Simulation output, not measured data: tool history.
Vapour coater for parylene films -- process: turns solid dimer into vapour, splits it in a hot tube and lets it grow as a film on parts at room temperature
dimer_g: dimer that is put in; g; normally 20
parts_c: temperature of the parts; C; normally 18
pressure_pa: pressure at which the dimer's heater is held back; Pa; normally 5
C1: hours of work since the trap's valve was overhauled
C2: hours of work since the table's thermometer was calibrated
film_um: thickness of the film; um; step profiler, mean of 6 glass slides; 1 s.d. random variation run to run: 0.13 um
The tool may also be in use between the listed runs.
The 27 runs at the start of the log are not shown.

run 28 hour=349.4 | dimer_g=36 parts_c=29 pressure_pa=4.22 | C1=196 C2=237 | film_um=18.75
run 29 hour=365.3 | dimer_g=36 parts_c=29 pressure_pa=4.22 | C1=202 C2=244 | film_um=18.74
run 30 hour=379.3 | dimer_g=22 parts_c=14 pressure_pa=3 | C1=208 C2=250 | film_um=16.64
run 31 hour=393.2 | dimer_g=20 parts_c=23 pressure_pa=3.7 | C1=214 C2=256 | film_um=11.8
-- hour=411.3 trap's valve overhauled
run 32 hour=415.6 | dimer_g=28 parts_c=17 pressure_pa=6.52 | C1=2 C2=264 | film_um=21.32
run 33 hour=428.8 | dimer_g=9 parts_c=17 pressure_pa=2.49 | C1=7 C2=269 | film_um=7.46
run 34 hour=442.4 | dimer_g=9 parts_c=17 pressure_pa=2.49 | C1=13 C2=275 | film_um=7.36
run 35 hour=456.9 | dimer_g=10 parts_c=18 pressure_pa=5 | C1=19 C2=281 | film_um=7.69
run 36 hour=464.7 | dimer_g=20 parts_c=18 pressure_pa=8.96 | C1=22 C2=284 | film_um=14.46
run 37 hour=475.9 | dimer_g=12 parts_c=19 pressure_pa=3.94 | C1=27 C2=289 | film_um=8.91

4 options for the next run, each taken on its own from the tool as it stands now. Forecast them:
run A hour=485.1 | dimer_g=27 parts_c=15 pressure_pa=2.7 | C1=31 C2=293 | film_um=?
run B hour=485.1 | dimer_g=13 parts_c=27 pressure_pa=5 | C1=31 C2=293 | film_um=?
run C hour=485.1 | dimer_g=34 parts_c=25 pressure_pa=5 | C1=31 C2=293 | film_um=?
run D hour=485.1 | dimer_g=20 parts_c=24 pressure_pa=5 | C1=31 C2=293 | film_um=?

run=A film_um=22.55
run=B film_um=7.83
run=C film_um=21.5
run=D film_um=12.9
Without the tool's hidden state the same runs would have given:
run=A film_um=23.19
run=B film_um=8.05
run=C film_um=22.11
run=D film_um=13.26

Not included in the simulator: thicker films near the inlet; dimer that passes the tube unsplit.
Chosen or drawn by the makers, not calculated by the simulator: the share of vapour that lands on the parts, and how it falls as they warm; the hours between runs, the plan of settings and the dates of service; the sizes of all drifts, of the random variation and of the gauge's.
